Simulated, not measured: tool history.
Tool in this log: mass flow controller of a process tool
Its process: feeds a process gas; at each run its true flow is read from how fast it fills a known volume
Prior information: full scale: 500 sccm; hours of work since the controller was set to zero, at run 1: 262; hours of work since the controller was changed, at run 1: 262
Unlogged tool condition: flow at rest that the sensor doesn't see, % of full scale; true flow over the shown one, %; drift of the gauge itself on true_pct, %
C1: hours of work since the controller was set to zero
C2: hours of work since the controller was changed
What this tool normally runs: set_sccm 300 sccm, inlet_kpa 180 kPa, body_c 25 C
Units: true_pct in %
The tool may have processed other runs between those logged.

{"run": 1, "day": 0.0, "set_sccm": 300, "inlet_kpa": 180, "body_c": 25, "C1": 262, "C2": 262, "true_pct": 99.64}
{"run": 2, "day": 10.471, "set_sccm": 300, "inlet_kpa": 180, "body_c": 25, "C1": 380, "C2": 380, "true_pct": 99.64}
{"run": 3, "day": 17.267, "set_sccm": 300, "inlet_kpa": 180, "body_c": 25, "C1": 456, "C2": 456, "true_pct": 99.7}
{"run": 4, "day": 22.242, "set_sccm": 300, "inlet_kpa": 180, "body_c": 25, "C1": 512, "C2": 512, "true_pct": 99.74}
{"run": 5, "day": 33.504, "set_sccm": 300, "inlet_kpa": 180, "body_c": 25, "C1": 638, "C2": 638, "true_pct": 99.65}
{"run": 6, "day": 45.158, "set_sccm": 300, "inlet_kpa": 180, "body_c": 25, "C1": 769, "C2": 769, "true_pct": 99.59}
{"run": 7, "day": 54.817, "set_sccm": 300, "inlet_kpa": 180, "body_c": 25, "C1": 878, "C2": 878, "true_pct": 99.78}
{"run": 8, "day": 60.758, "set_sccm": 300, "inlet_kpa": 194, "body_c": 25, "C1": 944, "C2": 944, "true_pct": 99.94}
{"run": 9, "day": 70.575, "set_sccm": 300, "inlet_kpa": 180, "body_c": 29, "C1": 1055, "C2": 1055, "true_pct": 100.01}
{"run": 10, "day": 79.733, "set_sccm": 300, "inlet_kpa": 180, "body_c": 29, "C1": 1158, "C2": 1158, "true_pct": 100.06}
{"run": 11, "day": 90.258, "set_sccm": 300, "inlet_kpa": 180, "body_c": 25, "C1": 1276, "C2": 1276, "true_pct": 99.97}
{"run": 12, "day": 102.217, "set_sccm": 300, "inlet_kpa": 180, "body_c": 25, "C1": 1410, "C2": 1410, "true_pct": 99.89}
{"run": 13, "day": 114.162, "set_sccm": 300, "inlet_kpa": 180, "body_c": 25, "C1": 1544, "C2": 1544, "true_pct": 99.86}
{"run": 14, "day": 121.279, "set_sccm": 300, "inlet_kpa": 180, "body_c": 25, "C1": 1624, "C2": 1624, "true_pct": 99.97}
{"run": 15, "day": 133.125, "set_sccm": 300, "inlet_kpa": 180, "body_c": 25, "C1": 1757, "C2": 1757, "true_pct": 99.84}
{"run": 16, "day": 139.442, "set_sccm": 300, "inlet_kpa": 180, "body_c": 25, "C1": 1828, "C2": 1828, "true_pct": 99.95}
{"run": 17, "day": 146.146, "set_sccm": 233, "inlet_kpa": 232, "body_c": 21, "C1": 1904, "C2": 1904, "true_pct": 99.94}
{"run": 18, "day": 152.425, "set_sccm": 480, "inlet_kpa": 180, "body_c": 40, "C1": 1974, "C2": 1974, "true_pct": 101.41}
{"run": 19, "day": 160.529, "set_sccm": 480, "inlet_kpa": 249, "body_c": 40, "C1": 2065, "C2": 2065, "true_pct": 101.95}
{"run": 20, "day": 168.612, "set_sccm": 122, "inlet_kpa": 209, "body_c": 32, "C1": 2156, "C2": 2156, "true_pct": 99.83}
{"run": 21, "day": 177.742, "set_sccm": 379, "inlet_kpa": 269, "body_c": 37, "C1": 2259, "C2": 2259, "true_pct": 101.79}
{"run": 22, "day": 185.917, "set_sccm": 100, "inlet_kpa": 194, "body_c": 27, "C1": 2351, "C2": 2351, "true_pct": 98.91}
{"run": 23, "day": 196.546, "set_sccm": 300, "inlet_kpa": 180, "body_c": 27, "C1": 2470, "C2": 2470, "true_pct": 100.37}
{"run": 24, "day": 206.004, "set_sccm": 300, "inlet_kpa": 174, "body_c": 36, "C1": 2576, "C2": 2576, "true_pct": 100.93}
{"run": 25, "day": 215.254, "set_sccm": 300, "inlet_kpa": 218, "body_c": 24, "C1": 2680, "C2": 2680, "true_pct": 100.5}
{"run": 26, "day": 225.058, "set_sccm": 300, "inlet_kpa": 218, "body_c": 24, "C1": 2790, "C2": 2790, "true_pct": 100.4}

Alternative continuations, all from the tool just after run 26; predict every row:
{"run": "A", "day": 234.875, "set_sccm": 300, "inlet_kpa": 150, "body_c": 24, "C1": 2901, "C2": 2901, "true_pct": "?"}
{"run": "B", "day": 234.875, "set_sccm": 300, "inlet_kpa": 234, "body_c": 22, "C1": 2901, "C2": 2901, "true_pct": "?"}
{"run": "C", "day": 234.875, "set_sccm": 110, "inlet_kpa": 148, "body_c": 25, "C1": 2901, "C2": 2901, "true_pct": "?"}

run=A true_pct=99.92
run=B true_pct=100.52
run=C true_pct=98.71
Without the tool's unlogged condition, the same runs would have read:
run=A true_pct=99.21
run=B true_pct=99.82
run=C true_pct=99.14
